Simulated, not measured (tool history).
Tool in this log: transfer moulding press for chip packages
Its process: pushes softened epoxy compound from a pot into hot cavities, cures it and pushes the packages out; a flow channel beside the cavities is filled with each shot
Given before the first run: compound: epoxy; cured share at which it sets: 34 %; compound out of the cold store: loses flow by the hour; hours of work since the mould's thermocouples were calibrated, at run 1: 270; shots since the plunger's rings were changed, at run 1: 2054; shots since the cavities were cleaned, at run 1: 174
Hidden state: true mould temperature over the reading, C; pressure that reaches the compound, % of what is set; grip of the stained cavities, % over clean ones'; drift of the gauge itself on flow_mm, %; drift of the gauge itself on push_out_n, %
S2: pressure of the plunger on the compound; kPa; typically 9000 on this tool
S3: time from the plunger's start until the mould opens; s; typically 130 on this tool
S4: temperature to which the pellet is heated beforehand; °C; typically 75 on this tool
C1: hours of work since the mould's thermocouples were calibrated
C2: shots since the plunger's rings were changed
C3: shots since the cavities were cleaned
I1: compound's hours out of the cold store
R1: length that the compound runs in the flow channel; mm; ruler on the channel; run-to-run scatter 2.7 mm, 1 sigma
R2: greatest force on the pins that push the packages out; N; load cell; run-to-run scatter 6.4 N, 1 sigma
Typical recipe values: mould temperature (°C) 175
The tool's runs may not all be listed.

Run 1, hour 0: usual settings; C1 270; C2 2054; C3 174; I1 44.8. Result: R1 477 mm, R2 305 N.
Run 2, hour 29.6: usual settings; C1 292; C2 2379; C3 499; I1 32.4. Result: R1 498 mm, R2 371 N.
At hour 48.5: cavities cleaned with cleaning compound and waxed.
Run 3, hour 59.4: usual settings; C1 313; C2 2690; C3 120; I1 32.4. Result: R1 498 mm, R2 290 N.
At hour 112.4: cavities cleaned with cleaning compound and waxed.
Run 4, hour 118.5: usual settings but S3 128 s; C1 357; C2 3322; C3 67; I1 31.5. Result: R1 502 mm, R2 281 N.
At hour 176.5: cavities cleaned with cleaning compound and waxed.
Run 5, hour 176.7: usual settings but S3 128 s; C1 399; C2 3944; C3 2; I1 48. Result: R1 456 mm, R2 256 N.
Run 6, hour 228.3: usual settings but S3 128 s; C1 438; C2 4511; C3 569; I1 17.3. Result: R1 525 mm, R2 396 N.
At hour 244: cavities cleaned with cleaning compound and waxed.
Run 7, hour 260.6: usual settings but S3 128 s; C1 461; C2 4849; C3 182; I1 43.2. Result: R1 460 mm, R2 313 N.
At hour 274.1: plunger's sealing rings changed.
Run 8, hour 308.3: usual settings but S3 150 s; C1 495; C2 375; C3 678; I1 26.4. Result: R1 526 mm, R2 356 N.
At hour 312.3: cavities cleaned with cleaning compound and waxed.
Run 9, hour 348.1: usual settings but S2 7700 kPa, S3 150 s; C1 524; C2 796; C3 393; I1 12.7. Result: R1 517 mm, R2 323 N.
At hour 379.7: cavities cleaned with cleaning compound and waxed.
Run 10, hour 390.1: usual settings but S2 7700 kPa, S3 150 s; C1 554; C2 1241; C3 115; I1 40.5. Result: R1 452 mm, R2 260 N.
Run 11, hour 433.5: usual settings but mould temperature (°C) 182, S3 125 s, S4 72 °C; C1 587; C2 1716; C3 590; I1 10.2. Result: R1 541 mm, R2 338 N.
At hour 446.4: cavities cleaned with cleaning compound and waxed.
Run 12, hour 479.3: usual settings but S2 8720 kPa; C1 620; C2 2203; C3 361; I1 47.7. Result: R1 467 mm, R2 335 N.
At hour 514.2: cavities cleaned with cleaning compound and waxed.
Run 13, hour 514.2: usual settings but S2 8720 kPa; C1 645; C2 2570; C3 0; I1 24.1. Result: R1 510 mm, R2 277 N.

Each row is a separate what-if for the run after 13, all from the same tool condition, not one after another. Results?
Run A, hour 544.6: usual settings but S2 10150 kPa, S3 159 s, S4 83 °C; C1 668; C2 2904; C3 334; I1 13.2. Result: R1 ?, R2 ?.
Run B, hour 544.6: usual settings but S3 150 s, S4 72 °C; C1 668; C2 2904; C3 334; I1 41. Result: R1 ?, R2 ?.
Run C, hour 544.6: usual settings but S2 8720 kPa, S3 131 s, S4 80 °C; C1 668; C2 2904; C3 334; I1 9.7. Result: R1 ?, R2 ?.
Run D, hour 544.6: usual settings but S2 9360 kPa; C1 668; C2 2904; C3 334; I1 17.9. Result: R1 ?, R2 ?.
Run E, hour 544.6: usual settings but S2 9490 kPa; C1 668; C2 2904; C3 334; I1 32.7. Result: R1 ?, R2 ?.

run   R1   R2
  A  576  304
  B  483  311
  C  544  348
  D  543  363
  E  512  351
Without the tool's unlogged condition, the same runs would have read:
run   R1   R2
  A  593  220
  B  498  224
  C  561  240
  D  559  251
  E  528  244
